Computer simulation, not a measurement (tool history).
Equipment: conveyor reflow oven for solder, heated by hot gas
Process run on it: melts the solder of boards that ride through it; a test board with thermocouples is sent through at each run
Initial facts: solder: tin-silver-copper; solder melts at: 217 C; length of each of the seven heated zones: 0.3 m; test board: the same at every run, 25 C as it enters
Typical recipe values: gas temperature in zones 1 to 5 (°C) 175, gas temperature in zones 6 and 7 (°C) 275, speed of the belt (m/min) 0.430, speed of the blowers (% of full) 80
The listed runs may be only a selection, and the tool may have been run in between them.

run,hour,gas temperature in zones 1 to 5 (°C),gas temperature in zones 6 and 7 (°C),speed of the belt (m/min),speed of the blowers (% of full),highest temperature of the board (°C),time above the solder's melting point (s)
1,0.0,175,275,0.430,80,255.56,64.7
2,12.6,175,275,0.430,80,255.33,64.5
3,21.2,175,275,0.430,80,255.21,64.5
4,31.5,175,275,0.430,80,255.24,64.5
5,37.2,175,275,0.430,80,255.21,64.3
6,46.1,175,275,0.430,80,255.26,64.3
7,57.8,175,275,0.430,80,255.08,64.3
8,71.5,175,275,0.430,80,255.03,64.4
9,77.4,175,275,0.430,80,255.12,64.3
10,84.7,175,275,0.430,80,254.95,64.2
11,95.4,175,275,0.430,80,254.97,64.2
12,103.9,175,275,0.430,78,254.69,63.8
13,111.1,175,275,0.430,78,254.58,63.7
14,120.2,175,275,0.430,80,254.83,64.2
15,128.8,175,275,0.430,80,254.86,64.1
16,137.6,175,275,0.414,80,256.21,67.9
17,144.1,175,275,0.414,80,256.16,67.8
18,155.3,175,275,0.414,80,256.10,68.0
19,162.9,175,290,0.381,80,272.04,85.1
20,174.6,189,288,0.423,80,268.98,80.4
21,181.2,176,289,0.399,80,269.51,80.1
# hour 195.1: flux residue cleaned out of gas plates and filters
22,195.1,176,289,0.399,80,271.03,80.9
23,208.7,175,275,0.372,54,255.82,75.5
24,216.6,175,287,0.372,54,266.27,83.2
25,229.8,175,287,0.358,54,267.65,87.6
26,235.6,168,275,0.396,80,257.57,70.1
27,245.3,168,275,0.396,80,257.46,69.9
28,252.2,165,273,0.430,80,252.07,58.5
29,264.7,181,273,0.430,87,256.26,68.2
30,276.0,176,278,0.430,80,258.57,67.6
31,289.9,180,284,0.455,89,263.86,68.3

What if the next run were any one of these 4? Each begins from the tool's condition after run 31:
A,302.6,175,276,0.430,80,?,?
B,302.6,180,284,0.455,59,?,?
C,302.6,180,278,0.386,73,?,?
D,302.6,179,272,0.471,80,?,?

run,highest temperature of the board (°C),time above the solder's melting point (s)
A,256.46,65.7
B,257.24,63.3
C,261.65,79.9
D,250.68,56.5
With no hidden state in the tool, these same runs would have given:
run,highest temperature of the board (°C),time above the solder's melting point (s)
A,256.76,65.5
B,257.49,63.0
C,261.90,79.5
D,250.99,56.5

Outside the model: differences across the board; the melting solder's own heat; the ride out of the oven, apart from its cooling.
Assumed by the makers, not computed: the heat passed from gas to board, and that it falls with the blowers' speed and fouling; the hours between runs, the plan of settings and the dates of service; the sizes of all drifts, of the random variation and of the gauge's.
